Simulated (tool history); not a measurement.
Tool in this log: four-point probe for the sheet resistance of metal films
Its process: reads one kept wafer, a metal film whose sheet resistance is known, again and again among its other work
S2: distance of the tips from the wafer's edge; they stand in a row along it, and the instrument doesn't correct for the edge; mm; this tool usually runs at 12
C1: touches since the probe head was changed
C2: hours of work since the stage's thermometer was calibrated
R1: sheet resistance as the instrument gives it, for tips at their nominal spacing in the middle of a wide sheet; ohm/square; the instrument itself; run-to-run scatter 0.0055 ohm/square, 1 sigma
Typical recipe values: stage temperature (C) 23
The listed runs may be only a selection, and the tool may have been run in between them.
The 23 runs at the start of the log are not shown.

{"run": 24, "hour": 303.1, "stage temperature (C)": 33, "S2": 4, "C1": 11306, "C2": 243, "R1": 28.1679}
{"run": 25, "hour": 314.5, "stage temperature (C)": 26, "S2": 45, "C1": 11683, "C2": 249, "R1": 27.439109}
{"run": 26, "hour": 327.0, "stage temperature (C)": 26, "S2": 3, "C1": 12094, "C2": 255, "R1": 28.969957}
{"run": 27, "hour": 341.9, "stage temperature (C)": 23, "S2": 44, "C1": 12588, "C2": 263, "R1": 27.493469}
{"run": 28, "hour": 354.1, "stage temperature (C)": 31, "S2": 6, "C1": 12988, "C2": 269, "R1": 27.721147}
{"run": 29, "hour": 370.1, "stage temperature (C)": 27, "S2": 36, "C1": 13517, "C2": 277, "R1": 27.418196}
{"run": 30, "hour": 387.2, "stage temperature (C)": 27, "S2": 36, "C1": 14082, "C2": 286, "R1": 27.420205}
{"run": 31, "hour": 400.8, "stage temperature (C)": 27, "S2": 36, "C1": 14530, "C2": 293, "R1": 27.412892}
{"run": 32, "hour": 412.0, "stage temperature (C)": 27, "S2": 36, "C1": 14899, "C2": 298, "R1": 27.415637}
{"run": 33, "hour": 424.4, "stage temperature (C)": 20, "S2": 4, "C1": 15310, "C2": 305, "R1": 28.453916}
{"run": 34, "hour": 434.3, "stage temperature (C)": 28, "S2": 4, "C1": 15637, "C2": 310, "R1": 28.266237}
{"run": 35, "hour": 443.9, "stage temperature (C)": 23, "S2": 5, "C1": 15951, "C2": 314, "R1": 28.063989}
{"run": 36, "hour": 457.5, "stage temperature (C)": 32, "S2": 29, "C1": 16401, "C2": 321, "R1": 27.314054}
{"run": 37, "hour": 472.3, "stage temperature (C)": 32, "S2": 29, "C1": 16891, "C2": 329, "R1": 27.306483}
{"run": 38, "hour": 484.9, "stage temperature (C)": 23, "S2": 4, "C1": 17307, "C2": 335, "R1": 28.379605}
{"run": 39, "hour": 493.5, "stage temperature (C)": 18, "S2": 11, "C1": 17589, "C2": 339, "R1": 27.715826}
{"run": 40, "hour": 508.7, "stage temperature (C)": 30, "S2": 36, "C1": 18092, "C2": 347, "R1": 27.343049}
{"run": 41, "hour": 515.9, "stage temperature (C)": 24, "S2": 20, "C1": 18329, "C2": 351, "R1": 27.502058}
{"run": 42, "hour": 533.5, "stage temperature (C)": 22, "S2": 5, "C1": 18910, "C2": 360, "R1": 28.074677}

Predict each of these 3 candidate next runs independently; none follows another, all start after run 42:
{"run": "A", "hour": 546.9, "stage temperature (C)": 23, "S2": 4, "C1": 19351, "C2": 366, "R1": "?"}
{"run": "B", "hour": 546.9, "stage temperature (C)": 19, "S2": 13, "C1": 19351, "C2": 366, "R1": "?"}
{"run": "C", "hour": 546.9, "stage temperature (C)": 22, "S2": 3, "C1": 19351, "C2": 366, "R1": "?"}

run=A R1=28.378505
run=B R1=27.65194
run=C R1=29.047512
With the hidden condition removed and each run's random variation left untouched, the same runs would have given:
run=A R1=28.46407
run=B R1=27.735457
run=C R1=29.134887
